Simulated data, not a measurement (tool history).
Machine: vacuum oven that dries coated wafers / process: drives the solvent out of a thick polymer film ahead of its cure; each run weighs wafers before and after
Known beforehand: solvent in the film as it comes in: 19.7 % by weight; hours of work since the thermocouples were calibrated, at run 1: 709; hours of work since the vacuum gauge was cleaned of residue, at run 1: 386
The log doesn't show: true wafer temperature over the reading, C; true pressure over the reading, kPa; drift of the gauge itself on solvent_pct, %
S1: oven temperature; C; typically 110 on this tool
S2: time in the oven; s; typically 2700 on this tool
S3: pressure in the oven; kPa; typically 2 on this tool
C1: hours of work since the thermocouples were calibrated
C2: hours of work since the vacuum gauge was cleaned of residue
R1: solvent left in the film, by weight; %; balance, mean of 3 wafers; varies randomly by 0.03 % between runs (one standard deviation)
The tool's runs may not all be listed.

run	day	S1	S2	S3	C1	C2	R1
1	0	110	2700	2	709	386	1.43
2	0.65	110	2700	2	720	397	1.4
3	1.471	110	2700	2	734	411	1.43
4	2.512	116	2700	2	751	428	0.88
5	3.258	116	2700	2	764	441	0.83
6	4.371	113	2700	2	783	460	1.08
7	5.7	113	2700	2	805	482	1.05
8	6.7	110	1560	2	822	499	3.03
9	8.038	110	2700	2	845	522	1.42
10	9.433	110	2700	2	869	545	1.41
11	10.342	110	2700	2	884	561	1.42
# day 10.658: oven's thermocouples calibrated
12	11.183	103	2700	2	9	574	2.5
13	12.229	113	2700	2	27	591	0.96
14	13.375	113	2700	2	46	611	0.97
15	14.012	113	2700	2	57	622	0.97
16	15.012	110	2700	2	74	639	1.25
17	16.238	110	2700	2	94	659	1.32
# day 17.296: oven's thermocouples calibrated, once more
18	17.333	110	2700	2	1	676	1.72
19	18.233	110	2700	2	16	692	1.69
20	19.504	110	2700	2	37	713	1.67
21	20.792	110	2700	2	59	735	1.7
22	21.9	110	2700	2	78	754	1.71
23	22.929	107	2940	2.36	95	771	2.15
24	24.292	107	2940	2.36	119	794	2.23
25	25.088	110	2280	1.65	132	808	1.98
26	26.288	110	2280	1.65	152	828	1.94
27	27.554	110	2280	1.65	174	850	1.93
28	28.483	110	1440	1.6	189	865	3.69
29	29.621	110	1440	1.72	209	885	3.77
30	30.688	117	2640	6.02	227	903	2.22
31	31.446	110	2700	3.19	240	915	2.11
32	32.479	110	1740	3.19	257	933	3.48
33	33.567	110	1740	3.19	276	951	3.4
34	34.275	104	2040	1.19	288	963	3.77
35	35.296	122	2700	2	305	981	0.75
36	36.529	108	1620	3.73	326	1002	4.57
37	37.217	96	2100	1.25	337	1013	6.57
38	37.783	99	2100	1.49	347	1023	5.55
39	38.654	99	2100	1.49	362	1038	5.5
40	39.304	112	2100	1.49	373	1049	1.7
41	40.267	107	2100	2.76	389	1065	3.43
42	41.058	114	2340	2.71	402	1078	1.64

Across each entry between runs, compare the hidden state at the last listed run before it with the hidden state at the first listed run after it:
In the gap between runs 11 and 12: oven's thermocouples calibrated (day 10.658)
  true wafer temperature over the reading, C: 1.58 -> 2.58; true pressure over the reading, kPa: 0.225 -> 0.23
  difference, measured minus the result without the unlogged condition, R1: -0.13 -> -0.58 %
In the gap between runs 17 and 18: oven's thermocouples calibrated, once more (day 17.296)
  true wafer temperature over the reading, C: 2.71 -> -0.22; true pressure over the reading, kPa: 0.262 -> 0.269
  difference, measured minus the result without the unlogged condition, R1: -0.26 -> +0.15 %

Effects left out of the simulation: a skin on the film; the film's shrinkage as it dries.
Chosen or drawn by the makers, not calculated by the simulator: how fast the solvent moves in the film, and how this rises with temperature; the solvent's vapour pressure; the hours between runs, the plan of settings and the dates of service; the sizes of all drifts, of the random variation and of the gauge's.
